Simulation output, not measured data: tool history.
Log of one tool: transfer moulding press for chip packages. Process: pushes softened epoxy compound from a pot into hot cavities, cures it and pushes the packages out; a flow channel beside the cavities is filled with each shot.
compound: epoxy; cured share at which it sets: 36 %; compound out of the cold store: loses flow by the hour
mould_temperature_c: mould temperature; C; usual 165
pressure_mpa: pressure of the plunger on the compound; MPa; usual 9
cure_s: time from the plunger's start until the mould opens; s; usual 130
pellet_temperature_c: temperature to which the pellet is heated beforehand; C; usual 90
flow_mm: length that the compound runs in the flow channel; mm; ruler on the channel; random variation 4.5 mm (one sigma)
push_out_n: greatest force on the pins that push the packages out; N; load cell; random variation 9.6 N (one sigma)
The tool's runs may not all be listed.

| run | day | mould_temperature_c | pressure_mpa | cure_s | pellet_temperature_c | incoming compound's hours out of the cold store | flow_mm | push_out_n |
|---|---|---|---|---|---|---|---|---|
| 1 | 0 | 165 | 9 | 130 | 90 | 33.5 | 724 | 442 |
| 2 | 0.475 | 165 | 9 | 130 | 90 | 40.3 | 710 | 424 |
| 3 | 0.825 | 165 | 9 | 130 | 90 | 16.5 | 773 | 471 |
| 4 | 1.058 | 165 | 7.17 | 130 | 90 | 29.3 | 671 | 439 |
| 5 | 1.254 | 165 | 9 | 139 | 90 | 22.5 | 763 | 434 |
| 6 | 1.479 | 165 | 9 | 130 | 90 | 38.5 | 714 | 443 |
| 7 | 1.704 | 165 | 9 | 130 | 90 | 19.9 | 762 | 458 |
| 8 | 2.083 | 165 | 9 | 130 | 90 | 17.9 | 781 | 441 |
|  | 2.258 | cavities cleaned with cleaning compound and waxed |
| 9 | 2.412 | 165 | 9 | 130 | 90 | 42.4 | 704 | 424 |
| 10 | 2.738 | 165 | 9 | 130 | 90 | 17.5 | 777 | 432 |
| 11 | 3.138 | 165 | 8.26 | 130 | 90 | 42.4 | 670 | 437 |
| 12 | 3.5 | 165 | 9 | 130 | 90 | 39.3 | 719 | 441 |
| 13 | 3.738 | 165 | 9 | 130 | 90 | 42.6 | 694 | 434 |
| 14 | 4.133 | 165 | 9 | 130 | 90 | 11.3 | 796 | 433 |
| 15 | 4.388 | 165 | 9 | 130 | 90 | 32.8 | 725 | 429 |
| 16 | 4.679 | 165 | 9 | 130 | 90 | 17.7 | 778 | 460 |
|  | 4.808 | plunger's sealing rings changed |
|  | 4.871 | cavities cleaned with cleaning compound and waxed |
| 17 | 5.2 | 165 | 9 | 130 | 90 | 15.3 | 789 | 454 |
| 18 | 5.583 | 165 | 7.66 | 135 | 90 | 39.4 | 662 | 438 |
| 19 | 5.796 | 158 | 7.66 | 115 | 81 | 25.4 | 721 | 920 |
| 20 | 6.154 | 158 | 7.66 | 115 | 81 | 43.5 | 675 | 881 |
| 21 | 6.512 | 158 | 7.66 | 115 | 81 | 37.3 | 696 | 915 |
| 22 | 6.896 | 158 | 7.66 | 115 | 81 | 16.7 | 751 | 985 |
|  | 7.4 | cavities cleaned with cleaning compound and waxed |
| 23 | 7.438 | 159 | 7.72 | 130 | 90 | 47.3 | 663 | 613 |
| 24 | 7.692 | 169 | 7.72 | 130 | 90 | 38.1 | 649 | 398 |
| 25 | 8.075 | 169 | 10.03 | 130 | 90 | 46.3 | 717 | 408 |
| 26 | 8.358 | 169 | 10.03 | 139 | 87 | 33.8 | 752 | 383 |
| 27 | 8.725 | 165 | 9 | 130 | 85 | 29.5 | 739 | 432 |
| 28 | 8.921 | 165 | 9 | 113 | 84 | 25.3 | 748 | 551 |
| 29 | 9.275 | 161 | 8.93 | 146 | 93 | 15.9 | 800 | 503 |

Forecast each of these 3 alternatives for the next run:
| A | 9.55 | 165 | 8.35 | 133 | 90 | 41.6 | ? | ? |
| B | 9.55 | 171 | 8.51 | 146 | 92 | 33.2 | ? | ? |
| C | 9.55 | 165 | 9.54 | 130 | 82 | 12.5 | ? | ? |

| run | flow_mm | push_out_n |
|---|---|---|
| A | 684 | 454 |
| B | 684 | 377 |
| C | 813 | 465 |
Without the tool's hidden state the same runs would have given:
| run | flow_mm | push_out_n |
|---|---|---|
| A | 684 | 447 |
| B | 685 | 371 |
| C | 813 | 458 |
